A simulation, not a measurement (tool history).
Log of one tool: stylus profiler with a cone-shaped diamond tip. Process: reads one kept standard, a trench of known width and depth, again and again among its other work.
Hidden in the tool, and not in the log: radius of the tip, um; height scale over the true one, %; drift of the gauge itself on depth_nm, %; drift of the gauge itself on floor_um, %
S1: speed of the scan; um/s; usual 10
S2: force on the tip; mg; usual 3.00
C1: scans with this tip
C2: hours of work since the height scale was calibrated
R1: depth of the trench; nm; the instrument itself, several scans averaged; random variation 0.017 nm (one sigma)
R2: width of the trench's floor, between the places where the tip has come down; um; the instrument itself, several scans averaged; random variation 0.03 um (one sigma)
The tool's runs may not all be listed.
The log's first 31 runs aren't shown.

Run 32, day 30.321: usual settings but S2 2.82 mg; C1 4467; C2 347. Result: R1 101.30 nm, R2 98.58 um.
Run 33, day 30.871: usual settings but S1 7 um/s, S2 6.57 mg; C1 4574; C2 355. Result: R1 102.30 nm, R2 98.58 um.
Run 34, day 31.592: usual settings but S1 9 um/s, S2 1.14 mg; C1 4715; C2 366. Result: R1 100.70 nm, R2 98.54 um.
Run 35, day 32.762: usual settings but S1 4 um/s, S2 1.03 mg; C1 4942; C2 384. Result: R1 100.66 nm, R2 98.60 um.
Run 36, day 33.800: usual settings but S1 4 um/s, S2 1.03 mg; C1 5144; C2 400. Result: R1 100.64 nm, R2 98.58 um.
Run 37, day 34.642: usual settings but S1 28 um/s, S2 2.15 mg; C1 5307; C2 412. Result: R1 101.08 nm, R2 98.52 um.
Run 38, day 35.396: usual settings but S1 28 um/s, S2 2.15 mg; C1 5454; C2 424. Result: R1 101.06 nm, R2 98.57 um.
Run 39, day 36.675: usual settings but S1 3 um/s, S2 1.92 mg; C1 5703; C2 443. Result: R1 101.01 nm, R2 98.56 um.
Run 40, day 37.604: usual settings but S1 32 um/s, S2 8.89 mg; C1 5884; C2 457. Result: R1 102.76 nm, R2 98.59 um.
Run 41, day 38.279: usual settings but S1 4 um/s, S2 8.89 mg; C1 6015; C2 467. Result: R1 102.82 nm, R2 98.58 um.
Run 42, day 39.000: usual settings but S2 1.35 mg; C1 6156; C2 478. Result: R1 100.76 nm, R2 98.57 um.
Run 43, day 39.883: usual settings but S1 8 um/s, S2 2.64 mg; C1 6328; C2 491. Result: R1 101.25 nm, R2 98.58 um.
Run 44, day 40.542: usual settings but S1 4 um/s; C1 6456; C2 501. Result: R1 101.33 nm, R2 98.54 um.
Run 45, day 41.204: usual settings but S1 4 um/s; C1 6585; C2 511. Result: R1 101.34 nm, R2 98.59 um.
Run 46, day 42.029: usual settings but S1 4 um/s; C1 6745; C2 524. Result: R1 101.34 nm, R2 98.56 um.

5 ways to go on from here, each from the tool as it stands after run 46. What would each give?
Run A, day 43.392: usual settings but S1 26 um/s, S2 8.02 mg; C1 7010; C2 544. Result: R1 ?, R2 ?.
Run B, day 43.392: usual settings but S1 26 um/s, S2 1.20 mg; C1 7010; C2 544. Result: R1 ?, R2 ?.
Run C, day 43.392: usual settings but S1 5 um/s; C1 7010; C2 544. Result: R1 ?, R2 ?.
Run D, day 43.392: usual settings but S1 17 um/s, S2 1.87 mg; C1 7010; C2 544. Result: R1 ?, R2 ?.
Run E, day 43.392: usual settings but S2 3.87 mg; C1 7010; C2 544. Result: R1 ?, R2 ?.

run      R1     R2
  A  102.56  98.55
  B  100.69  98.51
  C  101.36  98.55
  D  100.99  98.53
  E  101.60  98.57
Without the tool's hidden state the same runs would have given:
run      R1     R2
  A  102.56  98.56
  B  100.69  98.52
  C  101.36  98.56
  D  100.99  98.53
  E  101.60  98.57
